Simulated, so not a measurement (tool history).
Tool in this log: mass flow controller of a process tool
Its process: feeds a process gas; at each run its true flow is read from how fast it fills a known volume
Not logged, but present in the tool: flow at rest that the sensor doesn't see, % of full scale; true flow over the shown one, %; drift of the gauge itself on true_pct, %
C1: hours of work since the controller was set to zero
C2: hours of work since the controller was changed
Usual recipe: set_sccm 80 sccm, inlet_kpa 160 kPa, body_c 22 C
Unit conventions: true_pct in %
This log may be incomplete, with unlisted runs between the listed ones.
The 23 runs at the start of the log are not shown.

Run 24, hour 3541.7: usual settings but inlet_kpa 253 kPa; C1 188; C2 188. Result: true_pct 100.13 %.
Run 25, hour 3713.9: usual settings but body_c 23 C; C1 314; C2 314. Result: true_pct 99.39 %.
Run 26, hour 3821.9: usual settings but set_sccm 131 sccm, inlet_kpa 161 kPa, body_c 31 C; C1 392; C2 392. Result: true_pct 99.04 %.
Run 27, hour 4019.3: usual settings but set_sccm 21 sccm, inlet_kpa 234 kPa, body_c 24 C; C1 536; C2 536. Result: true_pct 99.61 %.
Run 28, hour 4208.0: usual settings but set_sccm 47 sccm, inlet_kpa 234 kPa, body_c 24 C; C1 674; C2 674. Result: true_pct 99.68 %.
Run 29, hour 4314.2: usual settings but body_c 35 C; C1 752; C2 752. Result: true_pct 98.45 %.
Run 30, hour 4485.7: usual settings but inlet_kpa 231 kPa, body_c 29 C; C1 877; C2 877. Result: true_pct 99.20 %.
Run 31, hour 4579.6: usual settings but set_sccm 37 sccm, inlet_kpa 143 kPa, body_c 21 C; C1 945; C2 945. Result: true_pct 99.42 %.
Run 32, hour 4737.7: usual settings but set_sccm 164 sccm, inlet_kpa 258 kPa, body_c 39 C; C1 1060; C2 1060. Result: true_pct 98.90 %.
Run 33, hour 4912.6: usual settings but set_sccm 164 sccm, inlet_kpa 167 kPa, body_c 23 C; C1 1188; C2 1188. Result: true_pct 99.91 %.
Run 34, hour 5066.7: usual settings but set_sccm 164 sccm, inlet_kpa 167 kPa, body_c 23 C; C1 1300; C2 1300. Result: true_pct 99.84 %.
Run 35, hour 5177.0: usual settings but set_sccm 108 sccm, inlet_kpa 167 kPa, body_c 35 C; C1 1381; C2 1381. Result: true_pct 98.55 %.
Run 36, hour 5335.3: usual settings but set_sccm 108 sccm, inlet_kpa 167 kPa, body_c 35 C; C1 1496; C2 1496. Result: true_pct 98.63 %.
Run 37, hour 5500.6: usual settings but set_sccm 108 sccm, inlet_kpa 167 kPa, body_c 38 C; C1 1617; C2 1617. Result: true_pct 98.31 %.
Run 38, hour 5682.3: usual settings but set_sccm 108 sccm, inlet_kpa 167 kPa, body_c 38 C; C1 1749; C2 1749. Result: true_pct 98.24 %.
Run 39, hour 5876.8: usual settings but set_sccm 141 sccm, inlet_kpa 175 kPa, body_c 38 C; C1 1891; C2 1891. Result: true_pct 98.49 %.
Run 40, hour 6008.3: usual settings but set_sccm 32 sccm, body_c 23 C; C1 1987; C2 1987. Result: true_pct 99.32 %.
Run 41, hour 6223.8: usual settings but set_sccm 129 sccm, body_c 30 C; C1 2144; C2 2144. Result: true_pct 99.29 %.
Run 42, hour 6420.2: usual settings but set_sccm 144 sccm, body_c 27 C; C1 2288; C2 2288. Result: true_pct 99.35 %.
Run 43, hour 6630.3: usual settings but set_sccm 46 sccm, inlet_kpa 228 kPa, body_c 39 C; C1 2441; C2 2441. Result: true_pct 98.34 %.
Run 44, hour 6741.2: usual settings; C1 2522; C2 2522. Result: true_pct 99.47 %.
Run 45, hour 6843.9: usual settings; C1 2597; C2 2597. Result: true_pct 99.46 %.

Expected results for the next run?
Run 46, hour 7035.1: usual settings; C1 2736; C2 2736. Result: true_pct ?.

{"run 46": {"true_pct": 99.51}}
Minus the tool's unlogged condition, the same run would have read true_pct 99.51 %.
